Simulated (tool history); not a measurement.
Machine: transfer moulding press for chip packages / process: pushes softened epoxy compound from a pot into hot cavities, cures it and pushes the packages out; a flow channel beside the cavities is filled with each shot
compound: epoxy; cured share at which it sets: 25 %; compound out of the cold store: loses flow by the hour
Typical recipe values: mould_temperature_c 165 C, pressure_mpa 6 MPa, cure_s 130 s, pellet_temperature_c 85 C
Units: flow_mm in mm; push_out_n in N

run     day  mould_temperature_c  pressure_mpa  cure_s  pellet_temperature_c  incoming compound's hours out of the cold store  flow_mm  push_out_n
  1   0.000                  165             6     130                    85                                             14.6      684         277
  2   1.821                  165             6     130                    85                                             14.9      691         270
      2.542  -- cavities cleaned with cleaning compound and waxed
      4.717  -- plunger's sealing rings changed
  3   5.600                  165             6     130                    85                                             20.3      684         270
      8.017  -- cavities cleaned with cleaning compound and waxed
  4   9.225                  165             6     130                    85                                             19.0      690         273
  5  12.362                  165             6     130                    85                                             42.8      604         274
     13.304  -- cavities cleaned with cleaning compound and waxed
  6  15.650                  165             6     130                    85                                             14.4      678         287
  7  17.375                  165             6     130                    85                                             17.7      689         286
     18.404  -- cavities cleaned with cleaning compound and waxed
  8  20.417                  165             6     130                    85                                             39.5      617         276
     22.121  -- mould's thermocouples calibrated
     23.833  -- cavities cleaned with cleaning compound and waxed
  9  24.625                  165             6     130                    85                                             39.9      608         262
 10  27.729                  165             6     130                    85                                              8.6      710         273
     29.133  -- cavities cleaned with cleaning compound and waxed
     30.158  -- plunger's sealing rings changed
 11  31.092                  165             6     130                    85                                             14.3      701         280
 12  32.954                  173             6     130                    85                                             44.4      579         237
     34.529  -- cavities cleaned with cleaning compound and waxed
 13  35.800                  165             6     130                    90                                             32.9      642         263
 14  37.621                  165             6     130                    90                                             31.0      627         271
 15  39.488                  165             6     122                    88                                             23.5      673         300
     39.738  -- cavities cleaned with cleaning compound and waxed
 16  42.371                  165             6     122                    88                                             39.4      621         283

What will run 17 give?
 17  44.725                  165             6     130                    87                                             12.3        ?           ?

flow_mm: 705 mm
push_out_n: 272 N
Had the tool carried no hidden state, the very same run would have given flow_mm 706 mm, push_out_n 270 N.

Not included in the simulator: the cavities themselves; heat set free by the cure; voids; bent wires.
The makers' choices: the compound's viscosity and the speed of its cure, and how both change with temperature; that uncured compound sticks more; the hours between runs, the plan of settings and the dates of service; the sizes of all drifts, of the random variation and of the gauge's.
